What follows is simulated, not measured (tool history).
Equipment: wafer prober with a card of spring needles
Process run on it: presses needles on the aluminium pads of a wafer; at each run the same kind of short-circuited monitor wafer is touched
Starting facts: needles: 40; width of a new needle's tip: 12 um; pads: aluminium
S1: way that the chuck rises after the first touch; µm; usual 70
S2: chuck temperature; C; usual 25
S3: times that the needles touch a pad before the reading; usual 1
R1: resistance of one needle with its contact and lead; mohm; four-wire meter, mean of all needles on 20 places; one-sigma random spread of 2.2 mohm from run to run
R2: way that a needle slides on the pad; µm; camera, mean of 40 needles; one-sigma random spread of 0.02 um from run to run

{"run": 1, "hour": 0.0, "S1": 70, "S2": 25, "S3": 1, "R1": 273, "R2": 13.75}
{"hour": 4.7, "done": "tips cleaned on abrasive film"}
{"hour": 16.0, "done": "tips cleaned on abrasive film"}
{"hour": 26.2, "done": "tips cleaned on abrasive film"}
{"run": 2, "hour": 26.2, "S1": 70, "S2": 25, "S3": 1, "R1": 257, "R2": 13.72}
{"hour": 36.9, "done": "tips cleaned on abrasive film"}
{"hour": 47.1, "done": "tips cleaned on abrasive film"}
{"hour": 58.8, "done": "tips cleaned on abrasive film"}
{"run": 3, "hour": 59.0, "S1": 70, "S2": 25, "S3": 1, "R1": 255, "R2": 13.66}
{"hour": 71.0, "done": "tips cleaned on abrasive film"}
{"hour": 82.8, "done": "tips cleaned on abrasive film"}
{"run": 4, "hour": 89.4, "S1": 70, "S2": 25, "S3": 1, "R1": 272, "R2": 13.69}
{"hour": 93.7, "done": "tips cleaned on abrasive film"}
{"hour": 94.0, "done": "height of the first contact set anew"}
{"hour": 104.0, "done": "tips cleaned on abrasive film"}
{"run": 5, "hour": 106.0, "S1": 70, "S2": 25, "S3": 1, "R1": 261, "R2": 13.98}
{"hour": 115.5, "done": "tips cleaned on abrasive film"}
{"hour": 125.9, "done": "tips cleaned on abrasive film"}
{"run": 6, "hour": 129.2, "S1": 70, "S2": 25, "S3": 3, "R1": 256, "R2": 13.97}
{"hour": 136.7, "done": "tips cleaned on abrasive film"}
{"hour": 147.8, "done": "tips cleaned on abrasive film"}
{"hour": 159.2, "done": "tips cleaned on abrasive film"}
{"run": 7, "hour": 167.9, "S1": 70, "S2": 25, "S3": 3, "R1": 264, "R2": 13.94}
{"hour": 170.5, "done": "tips cleaned on abrasive film"}
{"hour": 181.6, "done": "tips cleaned on abrasive film"}
{"hour": 193.9, "done": "tips cleaned on abrasive film"}
{"run": 8, "hour": 203.0, "S1": 70, "S2": 25, "S3": 3, "R1": 267, "R2": 13.91}
{"hour": 205.6, "done": "tips cleaned on abrasive film"}
{"hour": 216.9, "done": "tips cleaned on abrasive film"}
{"hour": 228.9, "done": "tips cleaned on abrasive film"}
{"run": 9, "hour": 236.3, "S1": 70, "S2": 87, "S3": 3, "R1": 275, "R2": 13.86}
{"hour": 240.6, "done": "tips cleaned on abrasive film"}
{"hour": 252.9, "done": "tips cleaned on abrasive film"}
{"hour": 264.8, "done": "tips cleaned on abrasive film"}
{"run": 10, "hour": 268.8, "S1": 70, "S2": 25, "S3": 1, "R1": 272, "R2": 13.87}
{"hour": 275.5, "done": "tips cleaned on abrasive film"}
{"hour": 285.9, "done": "tips cleaned on abrasive film"}
{"hour": 296.4, "done": "tips cleaned on abrasive film"}
{"run": 11, "hour": 296.4, "S1": 60, "S2": 25, "S3": 2, "R1": 258, "R2": 11.8}
{"hour": 307.2, "done": "tips cleaned on abrasive film"}
{"hour": 318.1, "done": "tips cleaned on abrasive film"}
{"run": 12, "hour": 324.3, "S1": 67, "S2": 121, "S3": 3, "R1": 289, "R2": 13.19}
{"hour": 329.4, "done": "tips cleaned on abrasive film"}
{"hour": 340.8, "done": "tips cleaned on abrasive film"}
{"run": 13, "hour": 340.8, "S1": 52, "S2": 25, "S3": 2, "R1": 258, "R2": 10.2}
{"hour": 352.3, "done": "tips cleaned on abrasive film"}
{"hour": 363.6, "done": "tips cleaned on abrasive film"}
{"run": 14, "hour": 373.0, "S1": 82, "S2": 28, "S3": 2, "R1": 267, "R2": 16.15}
{"hour": 375.5, "done": "tips cleaned on abrasive film"}
{"hour": 387.3, "done": "tips cleaned on abrasive film"}
{"run": 15, "hour": 394.9, "S1": 65, "S2": 40, "S3": 3, "R1": 269, "R2": 12.74}
{"hour": 397.5, "done": "tips cleaned on abrasive film"}
{"hour": 408.9, "done": "tips cleaned on abrasive film"}
{"hour": 420.6, "done": "tips cleaned on abrasive film"}
{"run": 16, "hour": 426.2, "S1": 70, "S2": 108, "S3": 1, "R1": 292, "R2": 13.71}
{"hour": 431.2, "done": "tips cleaned on abrasive film"}
{"hour": 441.2, "done": "tips cleaned on abrasive film"}
{"hour": 452.2, "done": "tips cleaned on abrasive film"}
{"hour": 463.5, "done": "tips cleaned on abrasive film"}
{"run": 17, "hour": 463.7, "S1": 70, "S2": 108, "S3": 2, "R1": 281, "R2": 13.67}
{"hour": 473.7, "done": "tips cleaned on abrasive film"}
{"hour": 485.5, "done": "tips cleaned on abrasive film"}
{"hour": 490.8, "done": "height of the first contact set anew"}
{"run": 18, "hour": 493.0, "S1": 71, "S2": 104, "S3": 1, "R1": 292, "R2": 14.19}
{"hour": 497.6, "done": "tips cleaned on abrasive film"}
{"hour": 509.7, "done": "tips cleaned on abrasive film"}
{"run": 19, "hour": 513.3, "S1": 52, "S2": 104, "S3": 2, "R1": 295, "R2": 10.37}

Run 20 is up next; what results do you expect?
{"hour": 520.1, "done": "tips cleaned on abrasive film"}
{"hour": 531.9, "done": "tips cleaned on abrasive film"}
{"hour": 542.9, "done": "tips cleaned on abrasive film"}
{"run": 20, "hour": 542.9, "S1": 68, "S2": 25, "S3": 2, "R1": "?", "R2": "?"}

R1: 258 mohm
R2: 13.55 µm
Were there no unlogged condition in the tool, this run, its random variation unchanged, would have produced R1 255 mohm, R2 13.6 µm.

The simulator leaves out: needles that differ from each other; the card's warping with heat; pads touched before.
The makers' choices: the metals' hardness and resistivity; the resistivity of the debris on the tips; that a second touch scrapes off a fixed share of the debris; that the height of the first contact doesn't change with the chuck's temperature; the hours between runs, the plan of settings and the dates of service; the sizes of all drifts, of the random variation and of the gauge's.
